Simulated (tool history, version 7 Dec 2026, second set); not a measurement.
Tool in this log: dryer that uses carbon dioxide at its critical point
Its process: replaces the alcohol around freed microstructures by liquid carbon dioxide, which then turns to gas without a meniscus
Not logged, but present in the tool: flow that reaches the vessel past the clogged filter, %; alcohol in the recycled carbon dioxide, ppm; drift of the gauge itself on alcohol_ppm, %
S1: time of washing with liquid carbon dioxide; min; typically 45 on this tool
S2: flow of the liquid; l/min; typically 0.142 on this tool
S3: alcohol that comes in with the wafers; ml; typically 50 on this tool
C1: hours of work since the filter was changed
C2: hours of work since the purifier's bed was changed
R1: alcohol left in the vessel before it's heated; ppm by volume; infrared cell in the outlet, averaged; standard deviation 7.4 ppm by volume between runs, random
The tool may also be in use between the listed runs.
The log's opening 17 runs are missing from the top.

run 18 hour=318.8 | S1=45 S2=0.157 S3=57 | C1=177 C2=128 | R1=356
run 19 hour=334.3 | S1=46 S2=0.188 S3=28 | C1=187 C2=138 | R1=102
run 20 hour=346.8 | S1=46 S2=0.188 S3=28 | C1=195 C2=146 | R1=88
run 21 hour=368.2 | S1=49 S2=0.142 S3=50 | C1=209 C2=160 | R1=376
run 22 hour=391.9 | S1=47 S2=0.092 S3=45 | C1=225 C2=175 | R1=2138
run 23 hour=412.6 | S1=64 S2=0.096 S3=61 | C1=238 C2=189 | R1=826
run 24 hour=425.2 | S1=34 S2=0.202 S3=20 | C1=246 C2=197 | R1=201
run 25 hour=441.5 | S1=69 S2=0.13 S3=21 | C1=257 C2=207 | R1=102
run 26 hour=457.4 | S1=69 S2=0.13 S3=21 | C1=267 C2=218 | R1=107
run 27 hour=479.1 | S1=37 S2=0.13 S3=88 | C1=281 C2=232 | R1=2945
run 28 hour=496.5 | S1=45 S2=0.12 S3=73 | C1=292 C2=243 | R1=1730
run 29 hour=508.4 | S1=45 S2=0.12 S3=73 | C1=300 C2=251 | R1=1716
run 30 hour=521 | S1=38 S2=0.241 S3=55 | C1=308 C2=259 | R1=164

Each row is a separate what-if for the run after 30, all from the same tool condition, not one after another. Results?
run A hour=533.2 | S1=31 S2=0.241 S3=55 | C1=316 C2=267 | R1=?
run B hour=533.2 | S1=37 S2=0.115 S3=78 | C1=316 C2=267 | R1=?
run C hour=533.2 | S1=64 S2=0.197 S3=100 | C1=316 C2=267 | R1=?

run=A R1=329
run=B R1=4105
run=C R1=107
What these runs would have given with no unlogged condition in the tool:
run=A R1=155
run=B R1=3069
run=C R1=15
